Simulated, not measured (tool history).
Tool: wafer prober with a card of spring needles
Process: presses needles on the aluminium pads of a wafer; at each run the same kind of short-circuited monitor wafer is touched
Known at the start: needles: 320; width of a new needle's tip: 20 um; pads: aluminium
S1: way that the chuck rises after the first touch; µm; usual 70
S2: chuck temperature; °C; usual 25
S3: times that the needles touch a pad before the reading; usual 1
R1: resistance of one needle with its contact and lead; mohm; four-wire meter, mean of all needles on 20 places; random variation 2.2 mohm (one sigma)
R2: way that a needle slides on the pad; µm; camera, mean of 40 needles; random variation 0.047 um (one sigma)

Run 1, hour 0.0: usual settings. Result: R1 250 mohm, R2 13.39 µm.
At hour 9.0: tips cleaned on abrasive film.
Run 2, hour 29.4: usual settings but S1 52 µm. Result: R1 256 mohm, R2 9.92 µm.
At hour 44.2: tips cleaned on abrasive film.
Run 3, hour 65.6: usual settings. Result: R1 250 mohm, R2 13.31 µm.
At hour 79.6: tips cleaned on abrasive film.
Run 4, hour 87.9: usual settings. Result: R1 250 mohm, R2 13.40 µm.
At hour 114.4: tips cleaned on abrasive film.
Run 5, hour 118.1: usual settings. Result: R1 250 mohm, R2 13.29 µm.
Run 6, hour 141.0: usual settings. Result: R1 250 mohm, R2 13.35 µm.
At hour 149.4: tips cleaned on abrasive film.
Run 7, hour 166.4: usual settings. Result: R1 251 mohm, R2 13.34 µm.
Run 8, hour 181.4: usual settings but S3 2. Result: R1 248 mohm, R2 13.35 µm.
At hour 184.7: tips cleaned on abrasive film.
Run 9, hour 212.7: usual settings but S2 100 °C, S3 2. Result: R1 270 mohm, R2 13.35 µm.
At hour 220.0: tips cleaned on abrasive film.
Run 10, hour 233.4: usual settings but S2 100 °C, S3 2. Result: R1 270 mohm, R2 13.38 µm.
Run 11, hour 252.6: usual settings but S1 82 µm, S2 100 °C, S3 2. Result: R1 267 mohm, R2 15.64 µm.
At hour 254.8: tips cleaned on abrasive film.
Run 12, hour 278.4: usual settings but S1 82 µm, S2 100 °C, S3 2. Result: R1 271 mohm, R2 15.67 µm.
At hour 291.3: tips cleaned on abrasive film.
Run 13, hour 305.1: usual settings but S2 104 °C, S3 3. Result: R1 267 mohm, R2 13.32 µm.
At hour 326.0: tips cleaned on abrasive film.
Run 14, hour 326.0: usual settings but S1 77 µm, S2 42 °C, S3 2. Result: R1 255 mohm, R2 14.79 µm.
At hour 348.6: height of the first contact set anew.
Run 15, hour 348.6: usual settings but S1 74 µm, S2 42 °C. Result: R1 253 mohm, R2 14.18 µm.
At hour 361.1: tips cleaned on abrasive film.
Run 16, hour 369.7: usual settings but S1 74 µm, S2 42 °C. Result: R1 250 mohm, R2 14.07 µm.
At hour 395.3: tips cleaned on abrasive film.
Run 17, hour 395.3: usual settings but S1 78 µm, S2 93 °C, S3 2. Result: R1 260 mohm, R2 14.80 µm.
Run 18, hour 420.3: usual settings but S1 78 µm, S2 93 °C, S3 2. Result: R1 271 mohm, R2 14.86 µm.

5 ways to go on from here, each from the tool as it stands after run 18. What would each give?
At hour 431.1: tips cleaned on abrasive film.
Run A, hour 442.9: usual settings but S1 67 µm, S2 55 °C, S3 2. Result: R1 ?, R2 ?.
At hour 431.1: tips cleaned on abrasive film.
Run B, hour 442.9: usual settings but S1 79 µm, S2 31 °C, S3 3. Result: R1 ?, R2 ?.
At hour 431.1: tips cleaned on abrasive film.
Run C, hour 442.9: usual settings but S1 88 µm, S3 2. Result: R1 ?, R2 ?.
At hour 431.1: tips cleaned on abrasive film.
Run D, hour 442.9: usual settings but S1 84 µm, S2 93 °C, S3 2. Result: R1 ?, R2 ?.
At hour 431.1: tips cleaned on abrasive film.
Run E, hour 442.9: usual settings. Result: R1 ?, R2 ?.

run   R1     R2
  A  256  12.76
  B  246  15.04
  C  245  16.77
  D  265  16.03
  E  252  13.36
Without the tool's hidden state the same runs would have given:
run   R1     R2
  A  256  12.76
  B  246  15.04
  C  245  16.77
  D  264  16.03
  E  252  13.36
